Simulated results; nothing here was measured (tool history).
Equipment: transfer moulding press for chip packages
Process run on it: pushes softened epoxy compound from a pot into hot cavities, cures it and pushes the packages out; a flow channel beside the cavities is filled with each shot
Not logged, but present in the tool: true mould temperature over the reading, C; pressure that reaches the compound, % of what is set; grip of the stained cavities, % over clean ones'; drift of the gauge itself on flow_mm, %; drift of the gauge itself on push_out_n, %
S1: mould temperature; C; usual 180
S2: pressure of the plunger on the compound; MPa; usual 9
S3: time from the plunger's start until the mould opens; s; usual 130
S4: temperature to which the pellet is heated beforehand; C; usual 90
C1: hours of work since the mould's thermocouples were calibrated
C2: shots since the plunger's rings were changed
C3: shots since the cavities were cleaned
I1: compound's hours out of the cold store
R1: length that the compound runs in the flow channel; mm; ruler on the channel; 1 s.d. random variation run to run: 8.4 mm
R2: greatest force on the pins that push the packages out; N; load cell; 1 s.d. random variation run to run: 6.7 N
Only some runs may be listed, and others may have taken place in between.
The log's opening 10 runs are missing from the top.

{"run": 11, "hour": 134.1, "S1": 180, "S2": 9, "S3": 130, "S4": 90, "C1": 386, "C2": 1384, "C3": 231, "I1": 47.3, "R1": 848, "R2": 370}
{"run": 12, "hour": 146.9, "S1": 180, "S2": 9, "S3": 130, "S4": 90, "C1": 393, "C2": 1488, "C3": 335, "I1": 8.2, "R1": 1029, "R2": 437}
{"run": 13, "hour": 156.4, "S1": 180, "S2": 9, "S3": 130, "S4": 90, "C1": 398, "C2": 1564, "C3": 411, "I1": 15.6, "R1": 993, "R2": 444}
{"run": 14, "hour": 174.3, "S1": 180, "S2": 9, "S3": 160, "S4": 90, "C1": 408, "C2": 1709, "C3": 556, "I1": 23, "R1": 955, "R2": 418}
{"run": 15, "hour": 187.5, "S1": 180, "S2": 9, "S3": 160, "S4": 90, "C1": 415, "C2": 1816, "C3": 663, "I1": 42.6, "R1": 850, "R2": 427}
{"hour": 190.8, "done": "mould's thermocouples calibrated"}
{"run": 16, "hour": 198.2, "S1": 185, "S2": 10.12, "S3": 137, "S4": 96, "C1": 4, "C2": 1886, "C3": 733, "I1": 27.9, "R1": 967, "R2": 446}
{"hour": 213.0, "done": "cavities cleaned with cleaning compound and waxed"}
{"run": 17, "hour": 213.1, "S1": 178, "S2": 8.46, "S3": 111, "S4": 92, "C1": 11, "C2": 1995, "C3": 1, "I1": 27.3, "R1": 911, "R2": 406}
{"run": 18, "hour": 226.6, "S1": 177, "S2": 8.99, "S3": 111, "S4": 92, "C1": 18, "C2": 2104, "C3": 110, "I1": 29.3, "R1": 922, "R2": 546}
{"run": 19, "hour": 242.3, "S1": 174, "S2": 8.12, "S3": 111, "S4": 99, "C1": 27, "C2": 2231, "C3": 237, "I1": 44.5, "R1": 834, "R2": 674}
{"run": 20, "hour": 256.8, "S1": 180, "S2": 9, "S3": 130, "S4": 91, "C1": 34, "C2": 2348, "C3": 354, "I1": 21.9, "R1": 941, "R2": 420}
{"run": 21, "hour": 270.8, "S1": 180, "S2": 9.4, "S3": 130, "S4": 90, "C1": 42, "C2": 2461, "C3": 467, "I1": 16.3, "R1": 1004, "R2": 433}
{"hour": 283.5, "done": "mould's thermocouples calibrated, once more"}
{"run": 22, "hour": 292.1, "S1": 180, "S2": 9.4, "S3": 130, "S4": 90, "C1": 5, "C2": 2618, "C3": 624, "I1": 27.7, "R1": 942, "R2": 468}
{"run": 23, "hour": 307.3, "S1": 176, "S2": 6.95, "S3": 124, "S4": 80, "C1": 13, "C2": 2741, "C3": 747, "I1": 41.8, "R1": 746, "R2": 592}
{"hour": 320.8, "done": "cavities cleaned with cleaning compound and waxed"}
{"run": 24, "hour": 323.5, "S1": 176, "S2": 6.95, "S3": 124, "S4": 80, "C1": 20, "C2": 2860, "C3": 22, "I1": 42.2, "R1": 745, "R2": 359}
{"run": 25, "hour": 342.6, "S1": 176, "S2": 6.95, "S3": 112, "S4": 85, "C1": 31, "C2": 3015, "C3": 177, "I1": 36, "R1": 779, "R2": 541}
{"run": 26, "hour": 353.5, "S1": 176, "S2": 6.95, "S3": 112, "S4": 85, "C1": 36, "C2": 3103, "C3": 265, "I1": 35.7, "R1": 767, "R2": 621}
{"run": 27, "hour": 372.8, "S1": 183, "S2": 8.16, "S3": 161, "S4": 90, "C1": 47, "C2": 3258, "C3": 420, "I1": 30.7, "R1": 825, "R2": 389}
{"run": 28, "hour": 382.3, "S1": 180, "S2": 10.51, "S3": 138, "S4": 90, "C1": 52, "C2": 3335, "C3": 497, "I1": 11.5, "R1": 1045, "R2": 432}
{"run": 29, "hour": 390.7, "S1": 180, "S2": 10.51, "S3": 138, "S4": 90, "C1": 56, "C2": 3403, "C3": 565, "I1": 10.3, "R1": 1051, "R2": 441}
{"run": 30, "hour": 401.0, "S1": 180, "S2": 7.39, "S3": 130, "S4": 90, "C1": 62, "C2": 3486, "C3": 648, "I1": 10.6, "R1": 894, "R2": 476}

Alternative continuations, all from the tool just after run 30; predict every row:
{"run": "A", "hour": 417.2, "S1": 173, "S2": 9, "S3": 130, "S4": 83, "C1": 70, "C2": 3617, "C3": 779, "I1": 43.1, "R1": "?", "R2": "?"}
{"run": "B", "hour": 417.2, "S1": 187, "S2": 9, "S3": 150, "S4": 90, "C1": 70, "C2": 3617, "C3": 779, "I1": 40.7, "R1": "?", "R2": "?"}
{"run": "C", "hour": 417.2, "S1": 180, "S2": 9, "S3": 129, "S4": 94, "C1": 70, "C2": 3617, "C3": 779, "I1": 13.6, "R1": "?", "R2": "?"}

run=A R1=841 R2=679
run=B R1=800 R2=426
run=C R1=958 R2=488
With no hidden state in the tool, these same runs would have given:
run=A R1=904 R2=380
run=B R1=860 R2=240
run=C R1=1030 R2=275

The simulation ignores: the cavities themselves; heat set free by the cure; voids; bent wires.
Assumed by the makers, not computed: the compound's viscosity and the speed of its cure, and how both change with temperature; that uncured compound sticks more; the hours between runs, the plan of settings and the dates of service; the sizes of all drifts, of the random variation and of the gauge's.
